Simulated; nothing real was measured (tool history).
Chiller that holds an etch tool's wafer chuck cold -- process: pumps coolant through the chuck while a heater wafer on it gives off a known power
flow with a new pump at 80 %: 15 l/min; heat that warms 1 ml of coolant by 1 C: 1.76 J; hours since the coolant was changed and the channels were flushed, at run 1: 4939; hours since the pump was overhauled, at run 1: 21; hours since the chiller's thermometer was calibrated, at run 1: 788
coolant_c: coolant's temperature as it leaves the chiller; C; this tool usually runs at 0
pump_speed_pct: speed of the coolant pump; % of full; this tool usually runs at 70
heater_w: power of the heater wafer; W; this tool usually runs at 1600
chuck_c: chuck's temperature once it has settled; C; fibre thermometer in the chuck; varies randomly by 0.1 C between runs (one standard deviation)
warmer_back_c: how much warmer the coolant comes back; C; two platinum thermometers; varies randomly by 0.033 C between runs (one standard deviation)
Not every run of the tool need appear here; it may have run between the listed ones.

run,hour,coolant_c,pump_speed_pct,heater_w,hours since the coolant was changed and the channels were flushed,hours since the pump was overhauled,hours since the chiller's thermometer was calibrated,chuck_c,warmer_back_c
1,0.0,0,70,1600,4939,21,788,13.8,4.17
2,30.5,0,70,1600,4970,51,818,13.6,4.16
3,70.5,2,70,1600,5010,91,859,15.9,4.17
4,123.8,2,70,1600,5063,145,912,15.9,4.22
5,151.9,2,70,1600,5091,173,940,16.0,4.16
6,208.0,2,70,1600,5147,229,996,15.7,4.22
7,254.7,2,70,1600,5194,276,1043,16.0,4.18
8,278.1,2,70,1600,5218,299,1066,15.8,4.27
9,311.1,2,70,1600,5251,332,1099,16.0,4.27
10,352.5,0,70,1600,5292,374,1141,14.1,4.18
# hour 371.5: coolant changed, channels flushed
11,384.0,0,62,1600,13,399,1166,13.6,4.80
12,418.4,0,62,1600,47,433,1200,13.4,4.76
13,468.5,0,62,1600,97,483,1251,13.5,4.81
14,516.6,0,62,1747,145,532,1299,14.9,5.18
15,551.4,0,62,1747,180,566,1333,15.0,5.28
16,606.8,5,70,1600,235,622,1389,17.2,4.29
# hour 616.1: coolant pump overhauled
17,660.2,8,70,1704,284,44,1437,21.1,4.60
18,703.0,0,72,1600,327,87,1480,12.2,4.15
# hour 750.1: coolant pump overhauled, once more
19,750.1,0,72,1600,369,0,1522,11.9,4.07
20,803.3,0,72,1600,422,53,1575,11.6,4.07
21,853.7,-6,70,938,472,104,1626,0.8,2.48
22,909.8,0,84,1210,528,160,1682,7.7,2.64
23,966.9,-1,71,1210,585,217,1739,7.9,3.19
24,1010.4,-7,70,806,629,260,1782,-1.2,2.11

For run 25, what comes out?
25,1051.3,-3,70,806,670,301,1823,?,?

{"run 25": {"chuck_c": 3.1, "warmer_back_c": 2.1}}
Were there no unlogged condition in the tool, this run, its random variation unchanged, would have produced chuck_c 3.3 C, warmer_back_c 2.08 C.
